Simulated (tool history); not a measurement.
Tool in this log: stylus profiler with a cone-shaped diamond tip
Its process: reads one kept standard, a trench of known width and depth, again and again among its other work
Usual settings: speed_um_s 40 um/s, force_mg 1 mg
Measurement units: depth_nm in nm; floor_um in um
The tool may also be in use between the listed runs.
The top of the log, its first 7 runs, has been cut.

run,hour,speed_um_s,force_mg,scans with this tip,hours of work since the height scale was calibrated,depth_nm,floor_um
8,120.6,40,0.6,3790,630,201.31,96.98
9,131.6,29,1,3825,636,201.86,97.05
10,156.9,40,1,3907,649,201.82,97.03
11,168.4,40,1,3944,655,201.81,97.03
12,182.2,40,1,3988,663,201.93,97.09
13,202.4,40,1,4053,674,201.82,96.99
14,221.3,40,1,4113,684,201.9,97.04
15,245.3,59,1,4190,696,201.69,96.93
16,271.1,59,1,4273,710,201.91,96.88
17,292,59,1,4340,721,201.74,96.92
18,303.3,48,0.38,4376,727,201.05,96.85
19,315,10,1.73,4414,734,202.62,97.15
20,334.1,12,1.23,4475,744,202.19,97.16
21,347.5,34,1.23,4518,751,202.14,97.02
22,366.6,11,1.23,4579,761,202.14,97.13
23,391.7,11,1.23,4660,774,202.18,97.15
24,413.2,21,0.65,4728,786,201.37,97.04
25,438.9,47,1.23,4811,800,202.18,97.04
26,460.4,47,1.11,4880,811,202.01,97.01
27,486.3,36,0.48,4963,825,201.05,96.97
28,508.2,25,2.67,5033,837,203.54,97.16
29,533.8,20,1,5115,850,201.92,97.18
30,544.6,100,0.9,5150,856,201.78,96.69
31,570.2,60,0.46,5232,870,201.08,96.76

Consider 3 possible next runs. They are alternatives, not a sequence: every one starts from the tool as it was left by run 31. What does each give?
A,587.8,22,1.91,5288,879,?,?
B,587.8,26,0.5,5288,879,?,?
C,587.8,16,0.52,5288,879,?,?

run,depth_nm,floor_um
A,202.91,97.13
B,201.13,96.98
C,201.15,97.11
Without the tool's hidden state the same runs would have given:
run,depth_nm,floor_um
A,202.91,97.13
B,201.13,96.99
C,201.15,97.12
